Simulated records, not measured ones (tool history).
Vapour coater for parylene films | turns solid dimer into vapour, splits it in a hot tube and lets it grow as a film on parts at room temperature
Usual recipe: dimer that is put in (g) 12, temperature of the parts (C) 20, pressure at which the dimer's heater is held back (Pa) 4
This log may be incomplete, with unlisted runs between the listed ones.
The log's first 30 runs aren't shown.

run	hour	dimer that is put in (g)	temperature of the parts (C)	pressure at which the dimer's heater is held back (Pa)	thickness of the film (um)
31	444.7	13	15	2.62	2.61
# hour 447: table's thermometer calibrated
32	456.7	9	13	2.39	2.02
33	474.1	9	13	2.39	1.97
34	484.4	9	19	5.98	1.22
35	501.2	9	16	2.05	1.73
36	522.3	20	17	2.58	3.46
37	535.4	20	23	4.99	2.25
38	550.2	5	23	6.16	0.54
39	561.5	19	23	2.99	2.42
# hour 575.9: table's thermometer calibrated, once more
40	575.9	12	18	4.09	1.92
41	589.2	12	18	4.09	1.88
42	607.9	8	31	4	0.66

Predict the results of run 43:
# hour 618.8: trap's valve overhauled
43	628.4	8	31	4	?

Run 43 measured thickness of the film (um) 0.74.
Without the tool's hidden state the same run would have given thickness of the film (um) 0.75.
